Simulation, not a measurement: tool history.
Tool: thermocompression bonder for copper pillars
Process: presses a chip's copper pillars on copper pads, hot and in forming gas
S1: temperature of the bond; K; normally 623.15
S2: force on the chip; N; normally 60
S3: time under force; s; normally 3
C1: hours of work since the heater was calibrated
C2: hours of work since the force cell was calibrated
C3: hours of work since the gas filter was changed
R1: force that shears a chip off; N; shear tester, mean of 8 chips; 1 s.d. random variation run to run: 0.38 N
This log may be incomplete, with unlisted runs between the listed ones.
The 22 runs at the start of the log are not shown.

run 23 day=9.538 | S1=599.15 S2=64 S3=6 | C1=391 C2=655 C3=211 | R1=44
run 24 day=9.938 | S1=647.15 S2=62 S3=9 | C1=397 C2=661 C3=216 | R1=70.1
run 25 day=10.171 | S1=594.15 S2=49 S3=6 | C1=400 C2=664 C3=220 | R1=32.1
run 26 day=10.442 | S1=618.15 S2=87 S3=7 | C1=404 C2=668 C3=223 | R1=67.9
-- day=10.55 force cell calibrated
run 27 day=10.879 | S1=622.15 S2=69 S3=2 | C1=409 C2=5 C3=229 | R1=36.9
run 28 day=11.175 | S1=622.15 S2=69 S3=2 | C1=413 C2=9 C3=233 | R1=37.5
run 29 day=11.45 | S1=622.15 S2=69 S3=2 | C1=417 C2=13 C3=237 | R1=37.5
run 30 day=11.9 | S1=622.15 S2=69 S3=2 | C1=423 C2=19 C3=243 | R1=37
-- day=12.058 force cell calibrated, once more
run 31 day=12.442 | S1=608.15 S2=51 S3=3 | C1=430 C2=5 C3=250 | R1=29.7
run 32 day=12.862 | S1=623.15 S2=66 S3=3 | C1=436 C2=11 C3=256 | R1=43.8
run 33 day=13.292 | S1=637.15 S2=55 S3=7 | C1=442 C2=17 C3=262 | R1=56.5
-- day=13.688 forming gas filter changed
run 34 day=13.825 | S1=623.15 S2=41 S3=3 | C1=449 C2=24 C3=2 | R1=29.6
run 35 day=14.329 | S1=604.15 S2=43 S3=2 | C1=456 C2=32 C3=9 | R1=21.6
run 36 day=14.908 | S1=604.15 S2=43 S3=2 | C1=464 C2=40 C3=17 | R1=21.3
run 37 day=15.333 | S1=623.15 S2=57 S3=8 | C1=470 C2=46 C3=23 | R1=57.7
run 38 day=15.846 | S1=623.15 S2=57 S3=8 | C1=478 C2=53 C3=30 | R1=57.4

Forecast each of these 4 alternatives for the next run:
run A day=16.108 | S1=623.15 S2=90 S3=8 | C1=481 C2=57 C3=34 | R1=?
run B day=16.108 | S1=607.15 S2=58 S3=3 | C1=481 C2=57 C3=34 | R1=?
run C day=16.108 | S1=645.15 S2=75 S3=7 | C1=481 C2=57 C3=34 | R1=?
run D day=16.108 | S1=623.15 S2=36 S3=2 | C1=481 C2=57 C3=34 | R1=?

run=A R1=78.4
run=B R1=35
run=C R1=76.8
run=D R1=21.4
Without the tool's hidden state the same runs would have given:
run=A R1=77.1
run=B R1=33.7
run=C R1=75.6
run=D R1=20.6

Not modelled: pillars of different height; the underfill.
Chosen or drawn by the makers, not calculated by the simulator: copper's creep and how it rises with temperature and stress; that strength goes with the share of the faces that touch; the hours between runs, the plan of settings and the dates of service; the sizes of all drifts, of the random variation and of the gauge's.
